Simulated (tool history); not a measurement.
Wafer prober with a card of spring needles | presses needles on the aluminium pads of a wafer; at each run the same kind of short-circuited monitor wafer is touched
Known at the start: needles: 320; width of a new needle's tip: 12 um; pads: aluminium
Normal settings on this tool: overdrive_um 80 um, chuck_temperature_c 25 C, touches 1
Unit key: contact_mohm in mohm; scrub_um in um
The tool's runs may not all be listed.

run 1 day=0.000 | overdrive_um=80 chuck_temperature_c=25 touches=1 | contact_mohm=158 scrub_um=11.99
-- day=0.233 tips cleaned on abrasive film
run 2 day=0.371 | overdrive_um=80 chuck_temperature_c=25 touches=1 | contact_mohm=142 scrub_um=11.97
run 3 day=0.792 | overdrive_um=80 chuck_temperature_c=25 touches=1 | contact_mohm=159 scrub_um=11.97
-- day=0.892 tips cleaned on abrasive film
-- day=1.521 tips cleaned on abrasive film
run 4 day=1.558 | overdrive_um=80 chuck_temperature_c=25 touches=1 | contact_mohm=132 scrub_um=11.96
-- day=2.175 tips cleaned on abrasive film
run 5 day=2.225 | overdrive_um=80 chuck_temperature_c=25 touches=1 | contact_mohm=132 scrub_um=11.95
run 6 day=2.758 | overdrive_um=80 chuck_temperature_c=25 touches=1 | contact_mohm=159 scrub_um=11.94
-- day=2.812 tips cleaned on abrasive film
-- day=3.458 tips cleaned on abrasive film
run 7 day=3.479 | overdrive_um=80 chuck_temperature_c=25 touches=1 | contact_mohm=133 scrub_um=11.95
run 8 day=4.058 | overdrive_um=80 chuck_temperature_c=25 touches=1 | contact_mohm=160 scrub_um=11.93
-- day=4.129 tips cleaned on abrasive film
run 9 day=4.642 | overdrive_um=80 chuck_temperature_c=42 touches=1 | contact_mohm=159 scrub_um=11.92
-- day=4.762 tips cleaned on abrasive film
run 10 day=4.975 | overdrive_um=80 chuck_temperature_c=42 touches=1 | contact_mohm=149 scrub_um=11.91
run 11 day=5.367 | overdrive_um=80 chuck_temperature_c=42 touches=1 | contact_mohm=161 scrub_um=11.91
-- day=5.404 tips cleaned on abrasive film
run 12 day=5.775 | overdrive_um=80 chuck_temperature_c=42 touches=1 | contact_mohm=156 scrub_um=11.91
-- day=6.050 tips cleaned on abrasive film
run 13 day=6.296 | overdrive_um=80 chuck_temperature_c=87 touches=1 | contact_mohm=158 scrub_um=11.92
run 14 day=6.625 | overdrive_um=70 chuck_temperature_c=41 touches=1 | contact_mohm=168 scrub_um=10.42
-- day=6.700 tips cleaned on abrasive film
run 15 day=7.062 | overdrive_um=70 chuck_temperature_c=41 touches=1 | contact_mohm=158 scrub_um=10.40
-- day=7.392 tips cleaned on abrasive film
run 16 day=7.704 | overdrive_um=70 chuck_temperature_c=41 touches=1 | contact_mohm=158 scrub_um=10.38
-- day=8.054 tips cleaned on abrasive film
run 17 day=8.212 | overdrive_um=70 chuck_temperature_c=76 touches=1 | contact_mohm=151 scrub_um=10.41
-- day=8.708 tips cleaned on abrasive film
run 18 day=8.850 | overdrive_um=70 chuck_temperature_c=82 touches=1 | contact_mohm=149 scrub_um=10.39
-- day=9.379 tips cleaned on abrasive film
run 19 day=9.554 | overdrive_um=62 chuck_temperature_c=25 touches=1 | contact_mohm=152 scrub_um=9.19
-- day=9.996 tips cleaned on abrasive film
run 20 day=9.996 | overdrive_um=62 chuck_temperature_c=25 touches=1 | contact_mohm=133 scrub_um=9.17
run 21 day=10.329 | overdrive_um=62 chuck_temperature_c=25 touches=1 | contact_mohm=162 scrub_um=9.17
-- day=10.612 tips cleaned on abrasive film
run 22 day=10.671 | overdrive_um=85 chuck_temperature_c=25 touches=1 | contact_mohm=136 scrub_um=12.60
run 23 day=11.217 | overdrive_um=88 chuck_temperature_c=30 touches=1 | contact_mohm=159 scrub_um=13.08
-- day=11.292 tips cleaned on abrasive film
run 24 day=11.667 | overdrive_um=88 chuck_temperature_c=30 touches=1 | contact_mohm=151 scrub_um=13.04
-- day=11.925 tips cleaned on abrasive film
run 25 day=12.029 | overdrive_um=88 chuck_temperature_c=30 touches=3 | contact_mohm=131 scrub_um=13.05
run 26 day=12.433 | overdrive_um=80 chuck_temperature_c=81 touches=1 | contact_mohm=167 scrub_um=11.82

Branching from run 26: 4 alternative next runs. What would each branch give?
-- day=12.554 tips cleaned on abrasive film
run A day=12.842 | overdrive_um=80 chuck_temperature_c=41 touches=2 | contact_mohm=? scrub_um=?
-- day=12.554 tips cleaned on abrasive film
run B day=12.842 | overdrive_um=70 chuck_temperature_c=40 touches=2 | contact_mohm=? scrub_um=?
-- day=12.554 tips cleaned on abrasive film
run C day=12.842 | overdrive_um=65 chuck_temperature_c=64 touches=3 | contact_mohm=? scrub_um=?
-- day=12.554 tips cleaned on abrasive film
run D day=12.842 | overdrive_um=65 chuck_temperature_c=62 touches=3 | contact_mohm=? scrub_um=?

run=A contact_mohm=143 scrub_um=11.84
run=B contact_mohm=147 scrub_um=10.33
run=C contact_mohm=145 scrub_um=9.59
run=D contact_mohm=144 scrub_um=9.59
With no hidden state in the tool, these same runs would have given:
run=A contact_mohm=130 scrub_um=12.00
run=B contact_mohm=132 scrub_um=10.49
run=C contact_mohm=135 scrub_um=9.75
run=D contact_mohm=135 scrub_um=9.75
